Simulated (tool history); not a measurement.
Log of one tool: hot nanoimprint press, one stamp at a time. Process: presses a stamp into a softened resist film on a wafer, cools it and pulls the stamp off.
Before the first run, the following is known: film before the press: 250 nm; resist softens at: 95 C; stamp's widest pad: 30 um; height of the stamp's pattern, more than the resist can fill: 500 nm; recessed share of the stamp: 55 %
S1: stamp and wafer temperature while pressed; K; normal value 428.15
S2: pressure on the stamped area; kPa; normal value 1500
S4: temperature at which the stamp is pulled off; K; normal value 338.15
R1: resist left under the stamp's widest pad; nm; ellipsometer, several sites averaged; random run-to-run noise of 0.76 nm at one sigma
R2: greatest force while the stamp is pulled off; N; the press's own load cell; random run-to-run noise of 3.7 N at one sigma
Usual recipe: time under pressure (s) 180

run 1 hour=0 | S1=428.15 S2=1500 time_under_pressure_(s)=180 S4=338.15 | R1=148.5 R2=200
run 2 hour=34.3 | S1=434.15 S2=1500 time_under_pressure_(s)=180 S4=338.15 | R1=115.1 R2=210
run 3 hour=59.5 | S1=434.15 S2=1500 time_under_pressure_(s)=180 S4=338.15 | R1=116.4 R2=199
run 4 hour=95 | S1=434.15 S2=1500 time_under_pressure_(s)=180 S4=338.15 | R1=116 R2=208
run 5 hour=120.7 | S1=439.15 S2=1500 time_under_pressure_(s)=180 S4=338.15 | R1=92.3 R2=201
run 6 hour=141.5 | S1=428.15 S2=2020 time_under_pressure_(s)=180 S4=338.15 | R1=130.4 R2=202
-- hour=150.3 stamp cleaned and given a new release coat
run 7 hour=164.4 | S1=428.15 S2=1500 time_under_pressure_(s)=270 S4=338.15 | R1=133.6 R2=208
run 8 hour=189.6 | S1=428.15 S2=1500 time_under_pressure_(s)=180 S4=325.15 | R1=150.8 R2=249
run 9 hour=209.6 | S1=428.15 S2=1500 time_under_pressure_(s)=180 S4=325.15 | R1=150.6 R2=240
run 10 hour=242.7 | S1=428.15 S2=1500 time_under_pressure_(s)=180 S4=325.15 | R1=150 R2=248
run 11 hour=273.5 | S1=428.15 S2=1500 time_under_pressure_(s)=180 S4=325.15 | R1=151 R2=240
run 12 hour=309.3 | S1=428.15 S2=1500 time_under_pressure_(s)=180 S4=325.15 | R1=150.1 R2=235
run 13 hour=337.3 | S1=428.15 S2=1500 time_under_pressure_(s)=180 S4=325.15 | R1=152 R2=239
run 14 hour=371.6 | S1=428.15 S2=1500 time_under_pressure_(s)=180 S4=325.15 | R1=150.9 R2=243
run 15 hour=401.3 | S1=428.15 S2=1710 time_under_pressure_(s)=180 S4=338.15 | R1=142.1 R2=200
run 16 hour=430.9 | S1=428.15 S2=1710 time_under_pressure_(s)=133 S4=338.15 | R1=157.1 R2=199

Run 17, settings as shown, results not yet in. Your forecast:
run 17 hour=455.1 | S1=428.15 S2=1500 time_under_pressure_(s)=180 S4=338.15 | R1=? R2=?

R1: 152 nm
R2: 205 N
Without the tool's hidden state the same run would have given R1 149.3 nm, R2 205 N.

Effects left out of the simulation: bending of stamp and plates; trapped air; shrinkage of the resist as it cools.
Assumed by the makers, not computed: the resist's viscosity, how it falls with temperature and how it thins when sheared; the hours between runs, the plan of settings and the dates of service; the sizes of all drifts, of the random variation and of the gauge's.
